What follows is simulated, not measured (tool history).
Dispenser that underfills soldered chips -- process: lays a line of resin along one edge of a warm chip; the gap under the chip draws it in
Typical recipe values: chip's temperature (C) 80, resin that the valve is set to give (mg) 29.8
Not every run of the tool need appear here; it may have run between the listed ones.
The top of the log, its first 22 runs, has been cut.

run    day  chip's temperature (C)  resin that the valve is set to give (mg)  hours of work since the syringe was changed  hours of work since the valve was cleaned  hours of work since the stage was calibrated  time until the resin shows at the far edge (s)  resin that the valve gave (mg)
     3.629  -- new syringe of resin
 23    3.8                      90                                      29.8                                            3                                         93                                           207                                           167.1                           27.27
 24  3.904                      73                                      27.4                                            5                                         95                                           209                                           300.4                           24.95
 25  4.112                      73                                      27.4                                            8                                         98                                           213                                           333.8                           24.95
     4.279  -- new syringe of resin
 26  4.354                      73                                      27.4                                            1                                        102                                           216                                           256.7                           24.72
 27  4.479                      81                                      27.1                                            3                                        104                                           218                                           220.3                            24.6
 28  4.683                      81                                      27.1                                            7                                        107                                           222                                           238.7                           24.52
 29  4.854                      81                                      27.1                                            9                                        110                                           224                                           272.8                           24.32
     4.929  -- new syringe of resin
 30   5.05                      90                                      34.5                                            2                                        113                                           227                                             158                           30.92
 31  5.183                      90                                      34.5                                            4                                        115                                           230                                           168.1                           30.97

3 options for the next run, each taken on its own from the tool as it stands now. Forecast them:
  A  5.408                      90                                      29.1                                            8                                        119                                           233                                               ?                               ?
  B  5.408                      93                                      35.1                                            8                                        119                                           233                                               ?                               ?
  C  5.408                      82                                      29.7                                            8                                        119                                           233                                               ?                               ?

run  time until the resin shows at the far edge (s)  resin that the valve gave (mg)
  A                                           196.5                           25.68
  B                                           174.8                           31.04
  C                                           248.4                           26.47
With the hidden condition removed and each run's random variation left untouched, the same runs would have given:
run  time until the resin shows at the far edge (s)  resin that the valve gave (mg)
  A                                           151.4                            28.9
  B                                           136.6                           34.94
  C                                             192                           29.78
